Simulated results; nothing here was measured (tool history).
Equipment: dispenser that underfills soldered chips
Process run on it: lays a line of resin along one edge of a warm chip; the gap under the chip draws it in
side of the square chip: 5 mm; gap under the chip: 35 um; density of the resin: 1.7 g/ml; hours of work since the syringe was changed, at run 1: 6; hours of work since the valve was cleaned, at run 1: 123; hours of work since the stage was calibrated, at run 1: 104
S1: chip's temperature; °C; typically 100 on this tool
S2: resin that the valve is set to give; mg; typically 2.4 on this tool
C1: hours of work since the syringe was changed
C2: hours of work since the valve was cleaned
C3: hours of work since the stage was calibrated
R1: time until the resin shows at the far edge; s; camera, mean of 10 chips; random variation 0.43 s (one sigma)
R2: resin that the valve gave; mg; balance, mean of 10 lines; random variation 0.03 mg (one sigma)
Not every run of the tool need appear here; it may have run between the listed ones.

Run 1, hour 0: usual settings; C1 6; C2 123; C3 104. Result: R1 44.8 s, R2 2.24 mg.
Run 2, hour 2.5: usual settings; C1 7; C2 124; C3 106. Result: R1 48.2 s, R2 2.23 mg.
At hour 7.4: new syringe of resin.
Run 3, hour 7.4: usual settings; C1 0; C2 127; C3 109. Result: R1 30.8 s, R2 2.22 mg.
Run 4, hour 10.5: usual settings; C1 2; C2 129; C3 111. Result: R1 34.8 s, R2 2.19 mg.
Run 5, hour 15.7: usual settings; C1 5; C2 132; C3 114. Result: R1 41.6 s, R2 2.22 mg.
At hour 19.1: dispensing valve cleaned and set on the balance.
Run 6, hour 19.6: usual settings; C1 7; C2 0; C3 116. Result: R1 47.3 s, R2 2.36 mg.
Run 7, hour 22.5: usual settings; C1 9; C2 2; C3 118. Result: R1 51.2 s, R2 2.4 mg.
At hour 25.3: new syringe of resin.
Run 8, hour 25.7: usual settings but S1 91 °C; C1 0; C2 4; C3 120. Result: R1 40.5 s, R2 2.41 mg.
Run 9, hour 29.8: usual settings but S2 2.88 mg; C1 3; C2 7; C3 123. Result: R1 36.1 s, R2 2.91 mg.
Run 10, hour 33.5: usual settings but S2 2.88 mg; C1 5; C2 9; C3 125. Result: R1 41.3 s, R2 2.82 mg.
Run 11, hour 38.8: usual settings; C1 9; C2 12; C3 128. Result: R1 50.8 s, R2 2.36 mg.
At hour 42.1: new syringe of resin.
Run 12, hour 44.1: usual settings but S1 115 °C; C1 1; C2 16; C3 132. Result: R1 21.2 s, R2 2.38 mg.
Run 13, hour 47.1: usual settings but S1 115 °C; C1 3; C2 18; C3 133. Result: R1 23.2 s, R2 2.29 mg.
Run 14, hour 52.3: usual settings but S1 115 °C; C1 7; C2 21; C3 137. Result: R1 29 s, R2 2.37 mg.
Run 15, hour 57.1: usual settings but S1 115 °C; C1 10; C2 24; C3 140. Result: R1 34.9 s, R2 2.38 mg.
At hour 58.7: new syringe of resin.
Run 16, hour 61.9: usual settings but S1 115 °C; C1 2; C2 27; C3 143. Result: R1 22.4 s, R2 2.38 mg.
Run 17, hour 66.3: usual settings but S1 115 °C; C1 5; C2 30; C3 146. Result: R1 26.3 s, R2 2.38 mg.
Run 18, hour 71.1: usual settings; C1 8; C2 33; C3 149. Result: R1 49.3 s, R2 2.34 mg.
At hour 75.3: new syringe of resin.
Run 19, hour 76.4: usual settings; C1 1; C2 36; C3 152. Result: R1 31.7 s, R2 2.35 mg.
Run 20, hour 80.4: usual settings but S1 91 °C, S2 2.77 mg; C1 3; C2 39; C3 155. Result: R1 47.9 s, R2 2.68 mg.
Run 21, hour 83.4: usual settings but S1 91 °C, S2 2.77 mg; C1 5; C2 41; C3 156. Result: R1 53.8 s, R2 2.68 mg.
Run 22, hour 86.6: usual settings but S1 86 °C; C1 7; C2 43; C3 159. Result: R1 73.3 s, R2 2.32 mg.
Run 23, hour 89: usual settings but S1 102 °C, S2 2.69 mg; C1 9; C2 44; C3 160. Result: R1 46.8 s, R2 2.62 mg.
At hour 91.8: new syringe of resin.
Run 24, hour 93.3: usual settings but S1 90 °C, S2 2 mg; C1 1; C2 47; C3 163. Result: R1 46 s, R2 1.97 mg.
Run 25, hour 98.5: usual settings but S1 113 °C, S2 2 mg; C1 4; C2 50; C3 166. Result: R1 28 s, R2 1.93 mg.
Run 26, hour 103.2: usual settings but S1 114 °C, S2 2.32 mg; C1 7; C2 53; C3 169. Result: R1 32.1 s, R2 2.24 mg.
Run 27, hour 107.2: usual settings but S1 111 °C, S2 2.58 mg; C1 10; C2 56; C3 172. Result: R1 39.4 s, R2 2.47 mg.
At hour 108.7: new syringe of resin.
Run 28, hour 112: usual settings but S1 107 °C, S2 2.49 mg; C1 2; C2 59; C3 174. Result: R1 29.5 s, R2 2.36 mg.
Run 29, hour 115.8: usual settings but S1 107 °C, S2 2.49 mg; C1 5; C2 61; C3 177. Result: R1 32.4 s, R2 2.38 mg.
Run 30, hour 121: usual settings but S1 98 °C, S2 2.55 mg; C1 8; C2 64; C3 180. Result: R1 50.6 s, R2 2.44 mg.
Run 31, hour 123.3: usual settings but S1 98 °C, S2 2.55 mg; C1 9; C2 66; C3 182. Result: R1 55.8 s, R2 2.43 mg.
At hour 125.4: new syringe of resin.
Run 32, hour 128: usual settings but S1 91 °C, S2 2.64 mg; C1 2; C2 69; C3 185. Result: R1 43.2 s, R2 2.52 mg.
Run 33, hour 130.3: usual settings but S1 91 °C, S2 2.64 mg; C1 3; C2 70; C3 186. Result: R1 47.4 s, R2 2.51 mg.
Run 34, hour 133.5: usual settings but S1 103 °C, S2 2.05 mg; C1 5; C2 72; C3 188. Result: R1 38.5 s, R2 1.98 mg.
Run 35, hour 137.2: usual settings but S1 113 °C, S2 3.07 mg; C1 8; C2 75; C3 190. Result: R1 31.8 s, R2 2.88 mg.
Run 36, hour 140.9: usual settings but S1 113 °C, S2 3.07 mg; C1 10; C2 77; C3 193. Result: R1 36.5 s, R2 2.92 mg.
At hour 142.3: new syringe of resin.
Run 37, hour 145.8: usual settings but S1 85 °C, S2 2.86 mg; C1 2; C2 80; C3 196. Result: R1 54.5 s, R2 2.7 mg.

Here are 4 independent what-if runs from the current tool condition. What would each one return?
Run A, hour 150.2: usual settings but S1 110 °C, S2 2.08 mg; C1 5; C2 83; C3 199. Result: R1 ?, R2 ?.
Run B, hour 150.2: usual settings but S1 85 °C, S2 2.43 mg; C1 5; C2 83; C3 199. Result: R1 ?, R2 ?.
Run C, hour 150.2: usual settings but S1 85 °C, S2 2.9 mg; C1 5; C2 83; C3 199. Result: R1 ?, R2 ?.
Run D, hour 150.2: usual settings but S1 104 °C, S2 2.35 mg; C1 5; C2 83; C3 199. Result: R1 ?, R2 ?.

run    R1    R2
  A  31.7  1.97
  B    66  2.35
  C  64.9  2.71
  D    36  2.23
Take away the tool's hidden state, keep each run's random variation, and the runs would have read:
run    R1    R2
  A  23.2  2.08
  B  48.8  2.47
  C  48.2  2.86
  D  26.4  2.35
